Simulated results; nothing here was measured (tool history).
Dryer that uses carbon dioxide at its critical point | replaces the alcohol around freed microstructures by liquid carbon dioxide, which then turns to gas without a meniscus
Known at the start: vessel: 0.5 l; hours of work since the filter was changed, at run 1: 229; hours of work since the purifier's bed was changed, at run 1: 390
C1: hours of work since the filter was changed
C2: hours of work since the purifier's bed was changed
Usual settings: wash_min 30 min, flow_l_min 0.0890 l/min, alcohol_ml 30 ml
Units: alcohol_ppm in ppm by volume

{"run": 1, "hour": 0.0, "wash_min": 30, "flow_l_min": 0.089, "alcohol_ml": 30, "C1": 229, "C2": 390, "alcohol_ppm": 927}
{"run": 2, "hour": 23.0, "wash_min": 30, "flow_l_min": 0.089, "alcohol_ml": 32, "C1": 245, "C2": 406, "alcohol_ppm": 1045}
{"run": 3, "hour": 51.7, "wash_min": 30, "flow_l_min": 0.089, "alcohol_ml": 30, "C1": 265, "C2": 426, "alcohol_ppm": 989}
{"run": 4, "hour": 75.5, "wash_min": 30, "flow_l_min": 0.089, "alcohol_ml": 30, "C1": 281, "C2": 443, "alcohol_ppm": 1015}
{"hour": 96.8, "done": "inlet filter changed"}
{"run": 5, "hour": 96.8, "wash_min": 30, "flow_l_min": 0.089, "alcohol_ml": 114, "C1": 0, "C2": 457, "alcohol_ppm": 2645}
{"run": 6, "hour": 112.4, "wash_min": 30, "flow_l_min": 0.089, "alcohol_ml": 27, "C1": 11, "C2": 468, "alcohol_ppm": 675}
{"run": 7, "hour": 134.1, "wash_min": 30, "flow_l_min": 0.085, "alcohol_ml": 27, "C1": 26, "C2": 483, "alcohol_ppm": 805}
{"run": 8, "hour": 147.7, "wash_min": 30, "flow_l_min": 0.089, "alcohol_ml": 30, "C1": 35, "C2": 493, "alcohol_ppm": 774}
{"run": 9, "hour": 168.6, "wash_min": 30, "flow_l_min": 0.089, "alcohol_ml": 30, "C1": 50, "C2": 507, "alcohol_ppm": 793}
{"run": 10, "hour": 191.2, "wash_min": 30, "flow_l_min": 0.0783, "alcohol_ml": 30, "C1": 66, "C2": 523, "alcohol_ppm": 1271}
{"run": 11, "hour": 207.8, "wash_min": 30, "flow_l_min": 0.0783, "alcohol_ml": 30, "C1": 77, "C2": 535, "alcohol_ppm": 1276}
{"run": 12, "hour": 221.1, "wash_min": 20, "flow_l_min": 0.089, "alcohol_ml": 30, "C1": 87, "C2": 544, "alcohol_ppm": 3238}
{"run": 13, "hour": 242.7, "wash_min": 30, "flow_l_min": 0.089, "alcohol_ml": 30, "C1": 102, "C2": 559, "alcohol_ppm": 836}
{"run": 14, "hour": 269.9, "wash_min": 30, "flow_l_min": 0.089, "alcohol_ml": 32, "C1": 121, "C2": 578, "alcohol_ppm": 881}
{"run": 15, "hour": 285.7, "wash_min": 30, "flow_l_min": 0.089, "alcohol_ml": 32, "C1": 132, "C2": 589, "alcohol_ppm": 909}
{"run": 16, "hour": 300.9, "wash_min": 30, "flow_l_min": 0.089, "alcohol_ml": 32, "C1": 142, "C2": 599, "alcohol_ppm": 911}
{"run": 17, "hour": 316.1, "wash_min": 20, "flow_l_min": 0.089, "alcohol_ml": 32, "C1": 153, "C2": 610, "alcohol_ppm": 3611}
{"run": 18, "hour": 340.7, "wash_min": 30, "flow_l_min": 0.089, "alcohol_ml": 30, "C1": 170, "C2": 627, "alcohol_ppm": 896}
{"run": 19, "hour": 358.3, "wash_min": 30, "flow_l_min": 0.089, "alcohol_ml": 22, "C1": 182, "C2": 639, "alcohol_ppm": 693}
{"run": 20, "hour": 372.3, "wash_min": 30, "flow_l_min": 0.089, "alcohol_ml": 22, "C1": 192, "C2": 649, "alcohol_ppm": 696}
{"run": 21, "hour": 393.1, "wash_min": 30, "flow_l_min": 0.089, "alcohol_ml": 30, "C1": 206, "C2": 664, "alcohol_ppm": 948}
{"run": 22, "hour": 405.8, "wash_min": 30, "flow_l_min": 0.089, "alcohol_ml": 47, "C1": 215, "C2": 673, "alcohol_ppm": 1426}
{"run": 23, "hour": 420.7, "wash_min": 30, "flow_l_min": 0.089, "alcohol_ml": 47, "C1": 226, "C2": 683, "alcohol_ppm": 1424}
{"run": 24, "hour": 435.4, "wash_min": 30, "flow_l_min": 0.089, "alcohol_ml": 47, "C1": 236, "C2": 693, "alcohol_ppm": 1489}
{"run": 25, "hour": 447.8, "wash_min": 30, "flow_l_min": 0.089, "alcohol_ml": 47, "C1": 245, "C2": 702, "alcohol_ppm": 1515}
{"run": 26, "hour": 465.4, "wash_min": 20, "flow_l_min": 0.089, "alcohol_ml": 30, "C1": 257, "C2": 714, "alcohol_ppm": 3776}
{"run": 27, "hour": 484.1, "wash_min": 38, "flow_l_min": 0.08, "alcohol_ml": 25, "C1": 270, "C2": 727, "alcohol_ppm": 539}
{"run": 28, "hour": 511.6, "wash_min": 38, "flow_l_min": 0.08, "alcohol_ml": 25, "C1": 289, "C2": 746, "alcohol_ppm": 530}
{"hour": 521.3, "done": "inlet filter changed"}
{"run": 29, "hour": 524.9, "wash_min": 21, "flow_l_min": 0.1454, "alcohol_ml": 30, "C1": 3, "C2": 755, "alcohol_ppm": 517}
{"hour": 532.0, "done": "purifier's bed changed"}
{"run": 30, "hour": 551.6, "wash_min": 30, "flow_l_min": 0.0778, "alcohol_ml": 44, "C1": 19, "C2": 14, "alcohol_ppm": 1741}
{"run": 31, "hour": 576.5, "wash_min": 30, "flow_l_min": 0.0778, "alcohol_ml": 44, "C1": 36, "C2": 31, "alcohol_ppm": 1723}
{"run": 32, "hour": 599.1, "wash_min": 30, "flow_l_min": 0.1473, "alcohol_ml": 59, "C1": 52, "C2": 47, "alcohol_ppm": 105}
{"run": 33, "hour": 616.6, "wash_min": 30, "flow_l_min": 0.1473, "alcohol_ml": 59, "C1": 64, "C2": 59, "alcohol_ppm": 103}
{"run": 34, "hour": 643.7, "wash_min": 20, "flow_l_min": 0.089, "alcohol_ml": 87, "C1": 83, "C2": 78, "alcohol_ppm": 9305}
{"run": 35, "hour": 666.9, "wash_min": 30, "flow_l_min": 0.0969, "alcohol_ml": 54, "C1": 99, "C2": 94, "alcohol_ppm": 953}
{"run": 36, "hour": 686.3, "wash_min": 47, "flow_l_min": 0.1328, "alcohol_ml": 70, "C1": 113, "C2": 108, "alcohol_ppm": 30}
{"run": 37, "hour": 715.2, "wash_min": 35, "flow_l_min": 0.0547, "alcohol_ml": 29, "C1": 133, "C2": 128, "alcohol_ppm": 2374}
{"run": 38, "hour": 728.5, "wash_min": 28, "flow_l_min": 0.0547, "alcohol_ml": 72, "C1": 142, "C2": 137, "alcohol_ppm": 11452}
{"run": 39, "hour": 756.5, "wash_min": 42, "flow_l_min": 0.0619, "alcohol_ml": 47, "C1": 162, "C2": 157, "alcohol_ppm": 1325}
{"run": 40, "hour": 782.4, "wash_min": 42, "flow_l_min": 0.0619, "alcohol_ml": 47, "C1": 180, "C2": 175, "alcohol_ppm": 1403}
{"run": 41, "hour": 796.4, "wash_min": 30, "flow_l_min": 0.0914, "alcohol_ml": 30, "C1": 190, "C2": 184, "alcohol_ppm": 784}
{"run": 42, "hour": 817.4, "wash_min": 30, "flow_l_min": 0.0914, "alcohol_ml": 30, "C1": 204, "C2": 199, "alcohol_ppm": 762}
{"run": 43, "hour": 835.1, "wash_min": 30, "flow_l_min": 0.0771, "alcohol_ml": 34, "C1": 217, "C2": 211, "alcohol_ppm": 1729}
{"run": 44, "hour": 853.0, "wash_min": 33, "flow_l_min": 0.0771, "alcohol_ml": 34, "C1": 229, "C2": 224, "alcohol_ppm": 1192}
{"run": 45, "hour": 866.6, "wash_min": 19, "flow_l_min": 0.0606, "alcohol_ml": 90, "C1": 239, "C2": 233, "alcohol_ppm": 28179}
{"run": 46, "hour": 885.0, "wash_min": 19, "flow_l_min": 0.0606, "alcohol_ml": 30, "C1": 251, "C2": 246, "alcohol_ppm": 9465}
{"run": 47, "hour": 902.9, "wash_min": 35, "flow_l_min": 0.0606, "alcohol_ml": 30, "C1": 264, "C2": 259, "alcohol_ppm": 2069}

4 ways to go on from here, each from the tool as it stands after run 47. What would each give?
{"run": "A", "hour": 919.4, "wash_min": 47, "flow_l_min": 0.0657, "alcohol_ml": 30, "C1": 275, "C2": 270, "alcohol_ppm": "?"}
{"run": "B", "hour": 919.4, "wash_min": 45, "flow_l_min": 0.1135, "alcohol_ml": 24, "C1": 275, "C2": 270, "alcohol_ppm": "?"}
{"run": "C", "hour": 919.4, "wash_min": 30, "flow_l_min": 0.0839, "alcohol_ml": 30, "C1": 275, "C2": 270, "alcohol_ppm": "?"}
{"run": "D", "hour": 919.4, "wash_min": 33, "flow_l_min": 0.0572, "alcohol_ml": 33, "C1": 275, "C2": 270, "alcohol_ppm": "?"}

run=A alcohol_ppm=497
run=B alcohol_ppm=67
run=C alcohol_ppm=1169
run=D alcohol_ppm=3308
Without the tool's hidden state the same runs would have given:
run=A alcohol_ppm=304
run=B alcohol_ppm=16
run=C alcohol_ppm=816
run=D alcohol_ppm=2550
